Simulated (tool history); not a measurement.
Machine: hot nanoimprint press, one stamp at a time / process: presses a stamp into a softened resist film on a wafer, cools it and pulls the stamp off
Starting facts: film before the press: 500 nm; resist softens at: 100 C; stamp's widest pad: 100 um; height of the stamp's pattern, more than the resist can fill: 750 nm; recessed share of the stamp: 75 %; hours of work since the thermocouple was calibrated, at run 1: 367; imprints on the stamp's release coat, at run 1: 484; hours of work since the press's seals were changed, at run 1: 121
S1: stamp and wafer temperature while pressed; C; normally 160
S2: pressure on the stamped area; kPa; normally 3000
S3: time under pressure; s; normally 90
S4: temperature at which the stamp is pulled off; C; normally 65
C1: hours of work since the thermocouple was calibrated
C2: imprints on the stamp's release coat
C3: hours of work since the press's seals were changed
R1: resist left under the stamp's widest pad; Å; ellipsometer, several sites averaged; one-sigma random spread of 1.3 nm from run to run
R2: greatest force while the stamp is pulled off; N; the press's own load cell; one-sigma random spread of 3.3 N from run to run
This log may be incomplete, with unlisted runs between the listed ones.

{"run": 1, "hour": 0.0, "S1": 160, "S2": 3000, "S3": 90, "S4": 65, "C1": 367, "C2": 484, "C3": 121, "R1": 1877, "R2": 167}
{"run": 2, "hour": 42.0, "S1": 160, "S2": 4470, "S3": 90, "S4": 65, "C1": 397, "C2": 604, "C3": 151, "R1": 1550, "R2": 171}
{"hour": 57.6, "done": "plate thermocouple calibrated"}
{"run": 3, "hour": 77.4, "S1": 160, "S2": 4470, "S3": 90, "S4": 65, "C1": 14, "C2": 697, "C3": 174, "R1": 1668, "R2": 173}
{"run": 4, "hour": 115.3, "S1": 160, "S2": 4470, "S3": 90, "S4": 65, "C1": 41, "C2": 806, "C3": 201, "R1": 1662, "R2": 179}
{"run": 5, "hour": 150.4, "S1": 160, "S2": 3000, "S3": 90, "S4": 65, "C1": 67, "C2": 907, "C3": 226, "R1": 1997, "R2": 184}
{"run": 6, "hour": 174.6, "S1": 160, "S2": 3000, "S3": 90, "S4": 65, "C1": 84, "C2": 977, "C3": 244, "R1": 1958, "R2": 174}
{"run": 7, "hour": 196.8, "S1": 160, "S2": 3000, "S3": 90, "S4": 65, "C1": 100, "C2": 1041, "C3": 260, "R1": 1993, "R2": 181}
{"run": 8, "hour": 233.9, "S1": 160, "S2": 3000, "S3": 90, "S4": 65, "C1": 126, "C2": 1147, "C3": 286, "R1": 1973, "R2": 188}
{"run": 9, "hour": 270.6, "S1": 160, "S2": 3000, "S3": 90, "S4": 65, "C1": 153, "C2": 1253, "C3": 313, "R1": 1961, "R2": 188}
{"run": 10, "hour": 307.9, "S1": 160, "S2": 3000, "S3": 90, "S4": 65, "C1": 180, "C2": 1360, "C3": 339, "R1": 1969, "R2": 192}
{"run": 11, "hour": 340.2, "S1": 160, "S2": 3000, "S3": 90, "S4": 65, "C1": 203, "C2": 1453, "C3": 363, "R1": 1985, "R2": 196}
{"run": 12, "hour": 367.2, "S1": 160, "S2": 3000, "S3": 90, "S4": 65, "C1": 222, "C2": 1530, "C3": 382, "R1": 1945, "R2": 196}
{"run": 13, "hour": 399.0, "S1": 160, "S2": 3000, "S3": 90, "S4": 65, "C1": 245, "C2": 1622, "C3": 405, "R1": 1951, "R2": 197}
{"run": 14, "hour": 420.0, "S1": 160, "S2": 3000, "S3": 90, "S4": 57, "C1": 260, "C2": 1682, "C3": 420, "R1": 1935, "R2": 218}
{"run": 15, "hour": 451.8, "S1": 160, "S2": 3000, "S3": 90, "S4": 57, "C1": 283, "C2": 1773, "C3": 443, "R1": 1956, "R2": 227}
{"run": 16, "hour": 479.3, "S1": 160, "S2": 3000, "S3": 90, "S4": 57, "C1": 303, "C2": 1852, "C3": 462, "R1": 1950, "R2": 228}
{"run": 17, "hour": 512.0, "S1": 160, "S2": 3000, "S3": 90, "S4": 57, "C1": 326, "C2": 1946, "C3": 486, "R1": 1935, "R2": 237}
{"run": 18, "hour": 556.0, "S1": 160, "S2": 2910, "S3": 90, "S4": 72, "C1": 358, "C2": 2073, "C3": 517, "R1": 1945, "R2": 179}
{"run": 19, "hour": 593.2, "S1": 155, "S2": 3000, "S3": 90, "S4": 59, "C1": 384, "C2": 2180, "C3": 544, "R1": 2498, "R2": 235}
{"hour": 626.2, "done": "plate thermocouple calibrated"}
{"run": 20, "hour": 632.7, "S1": 159, "S2": 3000, "S3": 90, "S4": 61, "C1": 5, "C2": 2285, "C3": 570, "R1": 2110, "R2": 226}
{"run": 21, "hour": 663.3, "S1": 160, "S2": 2220, "S3": 47, "S4": 65, "C1": 27, "C2": 2373, "C3": 592, "R1": 2869, "R2": 226}
{"hour": 699.0, "done": "stamp cleaned and given a new release coat"}
{"run": 22, "hour": 707.2, "S1": 160, "S2": 3000, "S3": 90, "S4": 70, "C1": 54, "C2": 24, "C3": 619, "R1": 2001, "R2": 146}
{"run": 23, "hour": 744.7, "S1": 153, "S2": 3000, "S3": 58, "S4": 65, "C1": 81, "C2": 131, "C3": 646, "R1": 3286, "R2": 161}
{"run": 24, "hour": 784.9, "S1": 160, "S2": 4530, "S3": 152, "S4": 65, "C1": 110, "C2": 247, "C3": 675, "R1": 1312, "R2": 167}
{"run": 25, "hour": 826.2, "S1": 150, "S2": 3090, "S3": 74, "S4": 52, "C1": 139, "C2": 365, "C3": 705, "R1": 3367, "R2": 205}
{"run": 26, "hour": 867.3, "S1": 166, "S2": 3060, "S3": 73, "S4": 62, "C1": 169, "C2": 483, "C3": 734, "R1": 1544, "R2": 170}
{"run": 27, "hour": 906.0, "S1": 166, "S2": 3090, "S3": 91, "S4": 64, "C1": 196, "C2": 595, "C3": 762, "R1": 1400, "R2": 177}
{"run": 28, "hour": 947.5, "S1": 160, "S2": 1880, "S3": 90, "S4": 65, "C1": 226, "C2": 714, "C3": 792, "R1": 2408, "R2": 169}
{"run": 29, "hour": 984.7, "S1": 168, "S2": 3300, "S3": 59, "S4": 68, "C1": 253, "C2": 821, "C3": 819, "R1": 1443, "R2": 164}
{"run": 30, "hour": 1012.0, "S1": 171, "S2": 3700, "S3": 53, "S4": 65, "C1": 273, "C2": 900, "C3": 838, "R1": 1246, "R2": 176}

What if the next run were any one of these 4? Each begins from the tool's condition after run 30:
{"run": "A", "hour": 1040.7, "S1": 165, "S2": 3700, "S3": 53, "S4": 65, "C1": 293, "C2": 982, "C3": 859, "R1": "?", "R2": "?"}
{"run": "B", "hour": 1040.7, "S1": 160, "S2": 3000, "S3": 62, "S4": 65, "C1": 293, "C2": 982, "C3": 859, "R1": "?", "R2": "?"}
{"run": "C", "hour": 1040.7, "S1": 160, "S2": 3000, "S3": 56, "S4": 65, "C1": 293, "C2": 982, "C3": 859, "R1": "?", "R2": "?"}
{"run": "D", "hour": 1040.7, "S1": 171, "S2": 4650, "S3": 53, "S4": 65, "C1": 293, "C2": 982, "C3": 859, "R1": "?", "R2": "?"}

run=A R1=1663 R2=182
run=B R1=2239 R2=175
run=C R1=2294 R2=177
run=D R1=1111 R2=178
Stripped of hidden state, with their random variation kept, the same runs would have yielded:
run=A R1=1673 R2=158
run=B R1=2271 R2=152
run=C R1=2325 R2=154
run=D R1=1103 R2=155
